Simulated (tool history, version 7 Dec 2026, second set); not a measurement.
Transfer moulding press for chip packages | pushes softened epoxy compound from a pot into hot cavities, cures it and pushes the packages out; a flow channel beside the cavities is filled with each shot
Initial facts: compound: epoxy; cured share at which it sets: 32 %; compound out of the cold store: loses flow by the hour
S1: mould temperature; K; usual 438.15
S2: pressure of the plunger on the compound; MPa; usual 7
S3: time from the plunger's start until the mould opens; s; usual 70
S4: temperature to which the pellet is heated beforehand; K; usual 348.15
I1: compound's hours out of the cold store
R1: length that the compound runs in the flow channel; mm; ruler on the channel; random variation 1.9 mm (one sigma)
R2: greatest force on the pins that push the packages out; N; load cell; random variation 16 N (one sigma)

| run | hour | S1 | S2 | S3 | S4 | I1 | R1 | R2 |
|---|---|---|---|---|---|---|---|---|
| 1 | 0 | 438.15 | 7 | 70 | 348.15 | 18.3 | 753 | 1099 |
| 2 | 33.4 | 438.15 | 7 | 70 | 348.15 | 46.3 | 689 | 1268 |
| 3 | 50.6 | 438.15 | 7 | 70 | 348.15 | 34.1 | 711 | 1338 |
|  | 65.3 | cavities cleaned with cleaning compound and waxed |
|  | 79.6 | plunger's sealing rings changed |
| 4 | 79.6 | 442.15 | 7 | 70 | 348.15 | 21.2 | 748 | 724 |
| 5 | 105.4 | 442.15 | 7 | 70 | 344.15 | 17.2 | 760 | 929 |
| 6 | 132.1 | 442.15 | 6.78 | 70 | 344.15 | 31.3 | 713 | 984 |
|  | 156.3 | cavities cleaned with cleaning compound and waxed |
| 7 | 160.7 | 442.15 | 6.78 | 70 | 344.15 | 29 | 717 | 681 |
|  | 170.7 | mould's thermocouples calibrated |
| 8 | 192.4 | 438.15 | 7 | 70 | 348.15 | 10.5 | 773 | 1216 |
| 9 | 213.4 | 438.15 | 8.3 | 70 | 348.15 | 15.9 | 830 | 1321 |
| 10 | 234.6 | 440.15 | 7 | 70 | 348.15 | 15.9 | 753 | 1176 |
|  | 247.3 | cavities cleaned with cleaning compound and waxed |
| 11 | 263 | 438.15 | 7 | 104 | 348.15 | 32.5 | 714 | 548 |
| 12 | 285.4 | 438.15 | 6.81 | 70 | 348.15 | 9.7 | 759 | 1270 |
|  | 312.2 | plunger's sealing rings changed |
| 13 | 312.4 | 438.15 | 6.81 | 70 | 348.15 | 10.7 | 775 | 1352 |
| 14 | 326.7 | 438.15 | 6.81 | 70 | 348.15 | 15.1 | 764 | 1409 |
|  | 337.9 | cavities cleaned with cleaning compound and waxed |
| 15 | 356.9 | 438.15 | 6.81 | 70 | 348.15 | 30 | 730 | 1027 |
| 16 | 384.5 | 438.15 | 6.81 | 70 | 348.15 | 21.8 | 745 | 1283 |
| 17 | 414.1 | 438.15 | 7.88 | 70 | 348.15 | 11.7 | 824 | 1431 |
|  | 424.3 | cavities cleaned with cleaning compound and waxed |
| 18 | 448.6 | 438.15 | 5.58 | 97 | 348.15 | 31 | 648 | 592 |
| 19 | 462.3 | 435.15 | 7.37 | 70 | 353.15 | 39.7 | 728 | 1374 |
| 20 | 491.4 | 438.15 | 7 | 70 | 350.15 | 34.2 | 715 | 1298 |
|  | 512 | cavities cleaned with cleaning compound and waxed |
| 21 | 520.5 | 445.15 | 7 | 76 | 348.15 | 38.9 | 687 | 521 |
|  | 545.1 | plunger's sealing rings changed |
| 22 | 553.7 | 438.15 | 6.7 | 56 | 348.15 | 17 | 755 | 2188 |
| 23 | 570 | 436.15 | 5.8 | 56 | 355.15 | 10.2 | 721 | 2618 |
| 24 | 597.2 | 440.15 | 5.34 | 96 | 351.15 | 16.9 | 668 | 771 |
|  | 602.9 | cavities cleaned with cleaning compound and waxed |
| 25 | 631.7 | 438.15 | 7.32 | 70 | 344.15 | 11.5 | 798 | 1248 |
| 26 | 657.2 | 438.15 | 7.32 | 70 | 344.15 | 40.5 | 724 | 1299 |
|  | 689.6 | cavities cleaned with cleaning compound and waxed |
| 27 | 689.6 | 431.15 | 8.08 | 59 | 352.15 | 24.1 | 809 | 1966 |
| 28 | 705.3 | 431.15 | 8.08 | 59 | 352.15 | 37 | 779 | 2199 |

Here are 3 independent what-if runs from the current tool condition. What would each one return?
| A | 736.5 | 438.15 | 7 | 70 | 339.15 | 42.6 | ? | ? |
| B | 736.5 | 440.15 | 6.53 | 77 | 348.15 | 39 | ? | ? |
| C | 736.5 | 431.15 | 7.69 | 97 | 345.15 | 26.3 | ? | ? |

| run | R1 | R2 |
|---|---|---|
| A | 695 | 1287 |
| B | 672 | 841 |
| C | 784 | 949 |
Without the tool's hidden state the same runs would have given:
| run | R1 | R2 |
|---|---|---|
| A | 715 | 827 |
| B | 691 | 548 |
| C | 806 | 610 |

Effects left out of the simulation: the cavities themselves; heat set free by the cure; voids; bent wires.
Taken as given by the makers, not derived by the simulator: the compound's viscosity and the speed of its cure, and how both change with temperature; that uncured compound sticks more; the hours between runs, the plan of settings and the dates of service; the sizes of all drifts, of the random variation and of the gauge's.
